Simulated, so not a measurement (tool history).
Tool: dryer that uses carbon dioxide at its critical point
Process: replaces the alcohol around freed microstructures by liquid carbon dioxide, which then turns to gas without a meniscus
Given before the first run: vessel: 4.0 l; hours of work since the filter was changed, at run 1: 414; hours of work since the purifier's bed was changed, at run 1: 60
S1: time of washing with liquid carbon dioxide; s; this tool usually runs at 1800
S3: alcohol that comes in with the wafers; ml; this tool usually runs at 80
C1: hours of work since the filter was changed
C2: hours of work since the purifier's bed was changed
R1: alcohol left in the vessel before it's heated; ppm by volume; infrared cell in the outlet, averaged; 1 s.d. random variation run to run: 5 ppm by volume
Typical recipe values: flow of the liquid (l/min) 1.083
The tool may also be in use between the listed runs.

run 1 hour=0 | S1=1800 flow_of_the_liquid_(l/min)=1.083 S3=80 | C1=414 C2=60 | R1=38
run 2 hour=5.4 | S1=1500 flow_of_the_liquid_(l/min)=1.083 S3=80 | C1=419 C2=64 | R1=101
run 3 hour=15.1 | S1=1500 flow_of_the_liquid_(l/min)=1.083 S3=80 | C1=426 C2=72 | R1=94
run 4 hour=24 | S1=1500 flow_of_the_liquid_(l/min)=1.083 S3=80 | C1=434 C2=79 | R1=104
run 5 hour=28.6 | S1=1500 flow_of_the_liquid_(l/min)=1.083 S3=80 | C1=437 C2=83 | R1=103
run 6 hour=35.3 | S1=1500 flow_of_the_liquid_(l/min)=1.083 S3=80 | C1=443 C2=88 | R1=97
run 7 hour=40.6 | S1=1500 flow_of_the_liquid_(l/min)=1.083 S3=80 | C1=447 C2=92 | R1=108
run 8 hour=48.4 | S1=1800 flow_of_the_liquid_(l/min)=1.083 S3=80 | C1=453 C2=98 | R1=43
run 9 hour=57.6 | S1=1800 flow_of_the_liquid_(l/min)=1.083 S3=80 | C1=460 C2=106 | R1=54
-- hour=65.2 inlet filter changed
run 10 hour=65.2 | S1=1800 flow_of_the_liquid_(l/min)=1.083 S3=80 | C1=0 C2=111 | R1=12
run 11 hour=73.5 | S1=1620 flow_of_the_liquid_(l/min)=1.083 S3=80 | C1=7 C2=118 | R1=24
run 12 hour=83.6 | S1=1200 flow_of_the_liquid_(l/min)=1.083 S3=80 | C1=15 C2=126 | R1=137
run 13 hour=90.1 | S1=1200 flow_of_the_liquid_(l/min)=1.083 S3=80 | C1=20 C2=131 | R1=131
run 14 hour=95.1 | S1=1200 flow_of_the_liquid_(l/min)=1.083 S3=80 | C1=24 C2=135 | R1=148
run 15 hour=103.8 | S1=2640 flow_of_the_liquid_(l/min)=1.083 S3=80 | C1=31 C2=142 | R1=5
run 16 hour=108.8 | S1=2640 flow_of_the_liquid_(l/min)=1.083 S3=80 | C1=35 C2=146 | R1=5
run 17 hour=114.3 | S1=2640 flow_of_the_liquid_(l/min)=1.083 S3=80 | C1=39 C2=150 | R1=16
run 18 hour=123.6 | S1=1800 flow_of_the_liquid_(l/min)=1.083 S3=80 | C1=47 C2=158 | R1=21
run 19 hour=129.7 | S1=1800 flow_of_the_liquid_(l/min)=1.083 S3=80 | C1=51 C2=163 | R1=24
run 20 hour=135.6 | S1=1800 flow_of_the_liquid_(l/min)=1.083 S3=80 | C1=56 C2=167 | R1=14
run 21 hour=143.8 | S1=1800 flow_of_the_liquid_(l/min)=0.78 S3=80 | C1=63 C2=174 | R1=99
run 22 hour=152.7 | S1=1800 flow_of_the_liquid_(l/min)=1.083 S3=80 | C1=70 C2=181 | R1=25
run 23 hour=161 | S1=1800 flow_of_the_liquid_(l/min)=1.083 S3=35 | C1=76 C2=187 | R1=16
run 24 hour=170.3 | S1=1800 flow_of_the_liquid_(l/min)=1.083 S3=35 | C1=84 C2=195 | R1=8
run 25 hour=178.8 | S1=1800 flow_of_the_liquid_(l/min)=0.87 S3=80 | C1=91 C2=202 | R1=59
run 26 hour=187.7 | S1=1920 flow_of_the_liquid_(l/min)=1.64 S3=39 | C1=98 C2=209 | R1=6
run 27 hour=192.8 | S1=1380 flow_of_the_liquid_(l/min)=0.92 S3=102 | C1=102 C2=213 | R1=240
run 28 hour=200.2 | S1=1380 flow_of_the_liquid_(l/min)=0.92 S3=102 | C1=108 C2=219 | R1=230
run 29 hour=205.5 | S1=1380 flow_of_the_liquid_(l/min)=0.72 S3=87 | C1=112 C2=223 | R1=555
run 30 hour=212.3 | S1=1620 flow_of_the_liquid_(l/min)=0.67 S3=80 | C1=117 C2=228 | R1=370
run 31 hour=222.5 | S1=1680 flow_of_the_liquid_(l/min)=1.083 S3=90 | C1=125 C2=236 | R1=44
run 32 hour=230.2 | S1=1140 flow_of_the_liquid_(l/min)=1.083 S3=26 | C1=131 C2=243 | R1=74
run 33 hour=236.7 | S1=1920 flow_of_the_liquid_(l/min)=0.95 S3=110 | C1=137 C2=248 | R1=47
run 34 hour=245.5 | S1=1920 flow_of_the_liquid_(l/min)=0.95 S3=110 | C1=144 C2=255 | R1=55
run 35 hour=252.4 | S1=1920 flow_of_the_liquid_(l/min)=0.95 S3=110 | C1=149 C2=260 | R1=54
run 36 hour=257.8 | S1=1920 flow_of_the_liquid_(l/min)=0.85 S3=110 | C1=153 C2=265 | R1=89
run 37 hour=267.5 | S1=1560 flow_of_the_liquid_(l/min)=1.7 S3=64 | C1=161 C2=272 | R1=18
run 38 hour=275.8 | S1=1560 flow_of_the_liquid_(l/min)=1.7 S3=64 | C1=168 C2=279 | R1=13
run 39 hour=281.5 | S1=1680 flow_of_the_liquid_(l/min)=1.66 S3=40 | C1=172 C2=283 | R1=20
run 40 hour=285.8 | S1=1680 flow_of_the_liquid_(l/min)=0.71 S3=40 | C1=176 C2=287 | R1=155
run 41 hour=290.5 | S1=1500 flow_of_the_liquid_(l/min)=1.46 S3=23 | C1=180 C2=291 | R1=16
run 42 hour=296.3 | S1=1500 flow_of_the_liquid_(l/min)=0.85 S3=85 | C1=184 C2=295 | R1=220
run 43 hour=301.5 | S1=1620 flow_of_the_liquid_(l/min)=1.13 S3=25 | C1=188 C2=299 | R1=26
run 44 hour=311.4 | S1=1620 flow_of_the_liquid_(l/min)=1.13 S3=25 | C1=196 C2=307 | R1=22
run 45 hour=319.4 | S1=1620 flow_of_the_liquid_(l/min)=1.13 S3=25 | C1=203 C2=314 | R1=28
run 46 hour=324.7 | S1=1620 flow_of_the_liquid_(l/min)=1.13 S3=105 | C1=207 C2=318 | R1=49
run 47 hour=329.7 | S1=1800 flow_of_the_liquid_(l/min)=0.75 S3=34 | C1=211 C2=322 | R1=82

Below are 4 alternative next runs, each starting from the tool's condition after run 47. Predict each:
run A hour=339.1 | S1=1620 flow_of_the_liquid_(l/min)=0.81 S3=80 | C1=218 C2=329 | R1=?
run B hour=339.1 | S1=1860 flow_of_the_liquid_(l/min)=1.5 S3=50 | C1=218 C2=329 | R1=?
run C hour=339.1 | S1=1800 flow_of_the_liquid_(l/min)=0.75 S3=80 | C1=218 C2=329 | R1=?
run D hour=339.1 | S1=1800 flow_of_the_liquid_(l/min)=1.083 S3=39 | C1=218 C2=329 | R1=?

run=A R1=200
run=B R1=18
run=C R1=178
run=D R1=20
The same runs, with their run-to-run variation unchanged, on a tool lacking any hidden condition would have given:
run=A R1=118
run=B R1=6
run=C R1=102
run=D R1=4
